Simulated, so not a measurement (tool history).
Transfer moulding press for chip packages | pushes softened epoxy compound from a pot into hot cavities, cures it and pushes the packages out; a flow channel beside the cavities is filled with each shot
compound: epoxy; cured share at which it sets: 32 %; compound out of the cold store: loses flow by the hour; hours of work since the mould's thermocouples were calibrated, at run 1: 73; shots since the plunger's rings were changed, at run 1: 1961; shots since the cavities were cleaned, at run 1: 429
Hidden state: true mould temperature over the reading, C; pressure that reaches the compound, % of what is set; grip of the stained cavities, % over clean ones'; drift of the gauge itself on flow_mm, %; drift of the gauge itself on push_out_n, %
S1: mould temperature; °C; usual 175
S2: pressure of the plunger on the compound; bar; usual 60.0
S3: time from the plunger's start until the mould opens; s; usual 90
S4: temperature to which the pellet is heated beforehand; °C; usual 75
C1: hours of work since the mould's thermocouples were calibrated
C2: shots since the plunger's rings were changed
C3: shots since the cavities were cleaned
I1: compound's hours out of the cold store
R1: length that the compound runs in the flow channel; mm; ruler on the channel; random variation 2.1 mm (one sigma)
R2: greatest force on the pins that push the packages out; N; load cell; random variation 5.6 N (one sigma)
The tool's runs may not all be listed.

run     day   S1    S2   S3  S4   C1    C2   C3    I1   R1   R2
  1   0.000  175  60.0   90  75   73  1961  429  25.2  503  345
      0.621  -- cavities cleaned with cleaning compound and waxed
  2   1.317  175  60.0   90  75   94  2414  252  20.2  519  331
  3   1.946  175  60.0   90  75  105  2640  478  35.2  469  339
      2.521  -- cavities cleaned with cleaning compound and waxed
  4   3.100  175  60.0   90  75  123  3033  209  31.2  478  284
  5   3.675  175  60.0   90  75  133  3241  417  37.0  459  346
      4.317  -- cavities cleaned with cleaning compound and waxed
  6   4.721  177  60.0   90  75  149  3596  147  15.1  521  261
  7   6.021  177  60.0   90  75  171  4065  616  21.0  505  353
      6.208  -- cavities cleaned with cleaning compound and waxed
  8   7.379  175  49.6   90  75  192  4531  423  47.7  384  332
      8.000  -- cavities cleaned with cleaning compound and waxed
  9   8.396  175  49.6   90  75  208  4876  143  15.9  466  262
 10   9.138  175  60.0   90  84  221  5142  409   8.4  545  338
      9.796  -- cavities cleaned with cleaning compound and waxed
 11   9.908  175  60.0   90  84  232  5399   41  11.6  530  225
 12  11.088  176  60.0   90  81  252  5823  465   8.4  540  340
     11.621  -- cavities cleaned with cleaning compound and waxed
 13  11.775  182  60.0   80  75  263  6049   55  32.1  446  194
 14  12.796  182  60.0   86  71  280  6416  422  16.3  498  289
     13.425  -- cavities cleaned with cleaning compound and waxed
 15  13.546  170  60.0   86  75  291  6665   44  23.7  489  315
     13.771  -- plunger's sealing rings changed
 16  15.033  183  70.9  101  75  314   454  542  19.1  561  296
     15.350  -- cavities cleaned with cleaning compound and waxed
 17  16.246  183  58.6  101  68  333   869  323  19.3  507  268
 18  17.033  175  60.0  125  75  347  1153  607  11.8  549  293
     17.192  -- cavities cleaned with cleaning compound and waxed
 19  17.696  175  60.0  125  75  357  1370  183  47.5  438  216
 20  18.912  175  60.0  102  75  377  1808  621   9.0  559  340
     19.092  -- cavities cleaned with cleaning compound and waxed
 21  20.138  175  60.0  102  75  396  2227  377  26.4  496  291

Forecast run 22:
     20.967  -- cavities cleaned with cleaning compound and waxed
 22  21.208  175  55.2  73  75  413  2591  88  8.2   ?   ?

R1: 538 mm
R2: 400 N
Without the tool's hidden state the same run would have given R1 553 mm, R2 340 N.
